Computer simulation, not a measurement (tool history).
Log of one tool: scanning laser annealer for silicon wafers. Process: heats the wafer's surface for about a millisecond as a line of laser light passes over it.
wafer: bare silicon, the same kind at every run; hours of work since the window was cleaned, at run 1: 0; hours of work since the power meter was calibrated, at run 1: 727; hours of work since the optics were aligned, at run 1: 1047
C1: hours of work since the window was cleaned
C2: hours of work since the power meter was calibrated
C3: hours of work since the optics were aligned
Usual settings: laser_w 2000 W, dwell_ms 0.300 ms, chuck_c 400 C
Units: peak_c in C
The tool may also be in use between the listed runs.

{"run": 1, "hour": 0.0, "laser_w": 2000, "dwell_ms": 0.3, "chuck_c": 400, "C1": 0, "C2": 727, "C3": 1047, "peak_c": 1207}
{"run": 2, "hour": 13.7, "laser_w": 2000, "dwell_ms": 0.3, "chuck_c": 400, "C1": 8, "C2": 735, "C3": 1055, "peak_c": 1203}
{"run": 3, "hour": 38.5, "laser_w": 2000, "dwell_ms": 0.3, "chuck_c": 400, "C1": 23, "C2": 750, "C3": 1070, "peak_c": 1202}
{"run": 4, "hour": 58.8, "laser_w": 2000, "dwell_ms": 0.3, "chuck_c": 400, "C1": 35, "C2": 762, "C3": 1082, "peak_c": 1203}
{"run": 5, "hour": 74.4, "laser_w": 2000, "dwell_ms": 0.3, "chuck_c": 400, "C1": 44, "C2": 771, "C3": 1091, "peak_c": 1205}
{"run": 6, "hour": 100.3, "laser_w": 2000, "dwell_ms": 0.3, "chuck_c": 400, "C1": 60, "C2": 787, "C3": 1106, "peak_c": 1201}
{"hour": 112.5, "done": "optics aligned, line set to its width"}
{"run": 7, "hour": 130.4, "laser_w": 2000, "dwell_ms": 0.3, "chuck_c": 400, "C1": 74, "C2": 801, "C3": 11, "peak_c": 1206}
{"run": 8, "hour": 145.8, "laser_w": 2000, "dwell_ms": 0.278, "chuck_c": 400, "C1": 84, "C2": 811, "C3": 20, "peak_c": 1171}
{"run": 9, "hour": 169.6, "laser_w": 2000, "dwell_ms": 0.278, "chuck_c": 400, "C1": 98, "C2": 825, "C3": 34, "peak_c": 1174}
{"run": 10, "hour": 199.6, "laser_w": 2000, "dwell_ms": 0.278, "chuck_c": 400, "C1": 116, "C2": 843, "C3": 52, "peak_c": 1172}
{"run": 11, "hour": 216.6, "laser_w": 2110, "dwell_ms": 0.3, "chuck_c": 400, "C1": 126, "C2": 853, "C3": 62, "peak_c": 1247}
{"run": 12, "hour": 239.6, "laser_w": 2110, "dwell_ms": 0.3, "chuck_c": 400, "C1": 139, "C2": 866, "C3": 76, "peak_c": 1249}
{"run": 13, "hour": 260.5, "laser_w": 2110, "dwell_ms": 0.3, "chuck_c": 400, "C1": 152, "C2": 879, "C3": 88, "peak_c": 1249}
{"run": 14, "hour": 278.9, "laser_w": 2110, "dwell_ms": 0.3, "chuck_c": 400, "C1": 163, "C2": 890, "C3": 99, "peak_c": 1243}
{"run": 15, "hour": 308.1, "laser_w": 2000, "dwell_ms": 0.3, "chuck_c": 423, "C1": 180, "C2": 907, "C3": 116, "peak_c": 1224}
{"run": 16, "hour": 325.2, "laser_w": 2000, "dwell_ms": 0.3, "chuck_c": 400, "C1": 190, "C2": 917, "C3": 126, "peak_c": 1201}
{"run": 17, "hour": 338.7, "laser_w": 2000, "dwell_ms": 0.3, "chuck_c": 400, "C1": 198, "C2": 925, "C3": 134, "peak_c": 1201}
{"run": 18, "hour": 351.7, "laser_w": 2114, "dwell_ms": 0.3, "chuck_c": 400, "C1": 206, "C2": 933, "C3": 142, "peak_c": 1249}
{"run": 19, "hour": 372.6, "laser_w": 1776, "dwell_ms": 0.3, "chuck_c": 400, "C1": 218, "C2": 945, "C3": 155, "peak_c": 1110}
{"run": 20, "hour": 394.7, "laser_w": 1776, "dwell_ms": 0.3, "chuck_c": 400, "C1": 232, "C2": 959, "C3": 168, "peak_c": 1106}
{"run": 21, "hour": 420.1, "laser_w": 1776, "dwell_ms": 0.3, "chuck_c": 400, "C1": 247, "C2": 974, "C3": 183, "peak_c": 1108}
{"run": 22, "hour": 433.5, "laser_w": 1776, "dwell_ms": 0.3, "chuck_c": 400, "C1": 255, "C2": 982, "C3": 191, "peak_c": 1108}
{"run": 23, "hour": 454.4, "laser_w": 1776, "dwell_ms": 0.3, "chuck_c": 400, "C1": 267, "C2": 994, "C3": 203, "peak_c": 1106}
{"run": 24, "hour": 467.3, "laser_w": 2025, "dwell_ms": 0.246, "chuck_c": 400, "C1": 275, "C2": 1002, "C3": 211, "peak_c": 1124}
{"run": 25, "hour": 490.1, "laser_w": 1701, "dwell_ms": 0.346, "chuck_c": 400, "C1": 288, "C2": 1015, "C3": 224, "peak_c": 1125}
{"run": 26, "hour": 516.5, "laser_w": 1701, "dwell_ms": 0.346, "chuck_c": 400, "C1": 304, "C2": 1031, "C3": 240, "peak_c": 1125}
{"run": 27, "hour": 530.4, "laser_w": 1701, "dwell_ms": 0.346, "chuck_c": 400, "C1": 312, "C2": 1039, "C3": 248, "peak_c": 1124}
{"run": 28, "hour": 556.5, "laser_w": 1701, "dwell_ms": 0.346, "chuck_c": 400, "C1": 328, "C2": 1055, "C3": 264, "peak_c": 1125}
{"run": 29, "hour": 579.8, "laser_w": 2024, "dwell_ms": 0.29, "chuck_c": 399, "C1": 341, "C2": 1068, "C3": 278, "peak_c": 1183}
{"run": 30, "hour": 599.7, "laser_w": 2024, "dwell_ms": 0.29, "chuck_c": 399, "C1": 353, "C2": 1080, "C3": 289, "peak_c": 1184}
{"run": 31, "hour": 612.4, "laser_w": 2000, "dwell_ms": 0.371, "chuck_c": 403, "C1": 361, "C2": 1088, "C3": 297, "peak_c": 1284}
{"run": 32, "hour": 642.1, "laser_w": 2078, "dwell_ms": 0.366, "chuck_c": 388, "C1": 379, "C2": 1106, "C3": 315, "peak_c": 1296}
{"run": 33, "hour": 672.3, "laser_w": 2078, "dwell_ms": 0.313, "chuck_c": 429, "C1": 396, "C2": 1123, "C3": 333, "peak_c": 1263}
{"run": 34, "hour": 701.8, "laser_w": 2078, "dwell_ms": 0.313, "chuck_c": 429, "C1": 414, "C2": 1141, "C3": 350, "peak_c": 1263}
{"run": 35, "hour": 723.4, "laser_w": 1846, "dwell_ms": 0.278, "chuck_c": 386, "C1": 427, "C2": 1154, "C3": 363, "peak_c": 1082}
{"run": 36, "hour": 748.5, "laser_w": 1846, "dwell_ms": 0.278, "chuck_c": 386, "C1": 442, "C2": 1169, "C3": 378, "peak_c": 1080}
{"run": 37, "hour": 763.0, "laser_w": 1846, "dwell_ms": 0.278, "chuck_c": 386, "C1": 450, "C2": 1177, "C3": 387, "peak_c": 1084}

Hidden state at the last listed run before each entry between runs and at the first one after, where it differs:
Between runs 6 and 7: optics aligned, line set to its width (hour 112.5)
  light that passes the window, % of a clean one's: 99.28 -> 99.15; laser's true power over the reading, %: 0.28 -> 0.29; width of the line over the set one, %: 2.64 -> 0.21
  measured less the result without the state, peak_c: -13 -> -6 C
